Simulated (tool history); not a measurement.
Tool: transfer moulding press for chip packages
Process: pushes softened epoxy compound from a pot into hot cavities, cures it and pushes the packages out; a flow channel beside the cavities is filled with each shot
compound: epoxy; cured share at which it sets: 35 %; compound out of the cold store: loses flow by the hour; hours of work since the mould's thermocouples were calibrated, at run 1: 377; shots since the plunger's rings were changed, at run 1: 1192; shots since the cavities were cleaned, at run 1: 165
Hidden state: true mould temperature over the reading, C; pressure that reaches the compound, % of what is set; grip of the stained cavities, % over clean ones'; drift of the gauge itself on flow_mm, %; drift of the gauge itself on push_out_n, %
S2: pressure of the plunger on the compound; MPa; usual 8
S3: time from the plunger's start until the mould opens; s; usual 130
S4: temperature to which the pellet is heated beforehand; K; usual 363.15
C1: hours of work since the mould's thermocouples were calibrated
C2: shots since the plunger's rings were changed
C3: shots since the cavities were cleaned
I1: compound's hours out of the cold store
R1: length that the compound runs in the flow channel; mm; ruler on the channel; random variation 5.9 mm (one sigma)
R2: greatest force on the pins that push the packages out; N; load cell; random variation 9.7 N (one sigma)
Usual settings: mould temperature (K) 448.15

{"run": 1, "hour": 0.0, "mould temperature (K)": 448.15, "S2": 8, "S3": 130, "S4": 363.15, "C1": 377, "C2": 1192, "C3": 165, "I1": 32.8, "R1": 640, "R2": 584}
{"run": 2, "hour": 25.5, "mould temperature (K)": 448.15, "S2": 8, "S3": 151, "S4": 363.15, "C1": 391, "C2": 1410, "C3": 383, "I1": 22.3, "R1": 686, "R2": 586}
{"hour": 51.3, "done": "cavities cleaned with cleaning compound and waxed"}
{"run": 3, "hour": 57.4, "mould temperature (K)": 448.15, "S2": 8, "S3": 151, "S4": 363.15, "C1": 409, "C2": 1669, "C3": 52, "I1": 35.1, "R1": 625, "R2": 739}
{"run": 4, "hour": 80.8, "mould temperature (K)": 448.15, "S2": 8, "S3": 151, "S4": 363.15, "C1": 422, "C2": 1868, "C3": 251, "I1": 28.8, "R1": 646, "R2": 727}
{"hour": 122.6, "done": "cavities cleaned with cleaning compound and waxed"}
{"run": 5, "hour": 122.6, "mould temperature (K)": 448.15, "S2": 8, "S3": 143, "S4": 363.15, "C1": 445, "C2": 2212, "C3": 0, "I1": 37.4, "R1": 608, "R2": 409}
{"run": 6, "hour": 155.5, "mould temperature (K)": 448.15, "S2": 8, "S3": 143, "S4": 363.15, "C1": 464, "C2": 2493, "C3": 281, "I1": 29, "R1": 649, "R2": 555}
{"run": 7, "hour": 180.9, "mould temperature (K)": 448.15, "S2": 8, "S3": 143, "S4": 363.15, "C1": 479, "C2": 2709, "C3": 497, "I1": 19.2, "R1": 667, "R2": 621}
{"hour": 193.7, "done": "cavities cleaned with cleaning compound and waxed"}
{"run": 8, "hour": 206.0, "mould temperature (K)": 448.15, "S2": 8, "S3": 113, "S4": 363.15, "C1": 492, "C2": 2910, "C3": 104, "I1": 33, "R1": 615, "R2": 644}
{"run": 9, "hour": 246.2, "mould temperature (K)": 448.15, "S2": 6.12, "S3": 130, "S4": 363.15, "C1": 515, "C2": 3253, "C3": 447, "I1": 10.2, "R1": 606, "R2": 688}
{"hour": 266.2, "done": "cavities cleaned with cleaning compound and waxed"}
{"run": 10, "hour": 276.6, "mould temperature (K)": 448.15, "S2": 8, "S3": 130, "S4": 363.15, "C1": 532, "C2": 3500, "C3": 89, "I1": 41.3, "R1": 589, "R2": 513}
{"run": 11, "hour": 294.5, "mould temperature (K)": 448.15, "S2": 8, "S3": 130, "S4": 363.15, "C1": 542, "C2": 3653, "C3": 242, "I1": 24.5, "R1": 638, "R2": 593}
{"hour": 308.3, "done": "cavities cleaned with cleaning compound and waxed, once more"}
{"run": 12, "hour": 334.8, "mould temperature (K)": 448.15, "S2": 7.69, "S3": 130, "S4": 363.15, "C1": 565, "C2": 3983, "C3": 226, "I1": 21, "R1": 635, "R2": 611}
{"run": 13, "hour": 364.0, "mould temperature (K)": 448.15, "S2": 7.69, "S3": 130, "S4": 363.15, "C1": 581, "C2": 4232, "C3": 475, "I1": 28.3, "R1": 619, "R2": 668}
{"hour": 372.6, "done": "mould's thermocouples calibrated"}
{"hour": 381.0, "done": "cavities cleaned with cleaning compound and waxed"}
{"run": 14, "hour": 399.7, "mould temperature (K)": 448.15, "S2": 7.69, "S3": 130, "S4": 363.15, "C1": 15, "C2": 4507, "C3": 160, "I1": 28.5, "R1": 607, "R2": 573}
{"run": 15, "hour": 436.9, "mould temperature (K)": 448.15, "S2": 8.37, "S3": 130, "S4": 363.15, "C1": 36, "C2": 4824, "C3": 477, "I1": 8.5, "R1": 697, "R2": 694}
{"hour": 451.6, "done": "cavities cleaned with cleaning compound and waxed"}
{"run": 16, "hour": 482.1, "mould temperature (K)": 440.15, "S2": 7.09, "S3": 130, "S4": 368.15, "C1": 61, "C2": 5197, "C3": 260, "I1": 11.6, "R1": 659, "R2": 1072}

Forecast run 17:
{"hour": 506.3, "done": "plunger's sealing rings changed"}
{"run": 17, "hour": 506.3, "mould temperature (K)": 448.15, "S2": 8.53, "S3": 130, "S4": 364.15, "C1": 74, "C2": 0, "C3": 445, "I1": 16.7, "R1": "?", "R2": "?"}

{"run 17": {"R1": 727, "R2": 663}}
Without the tool's hidden state the same run would have given R1 728 mm, R2 451 N.

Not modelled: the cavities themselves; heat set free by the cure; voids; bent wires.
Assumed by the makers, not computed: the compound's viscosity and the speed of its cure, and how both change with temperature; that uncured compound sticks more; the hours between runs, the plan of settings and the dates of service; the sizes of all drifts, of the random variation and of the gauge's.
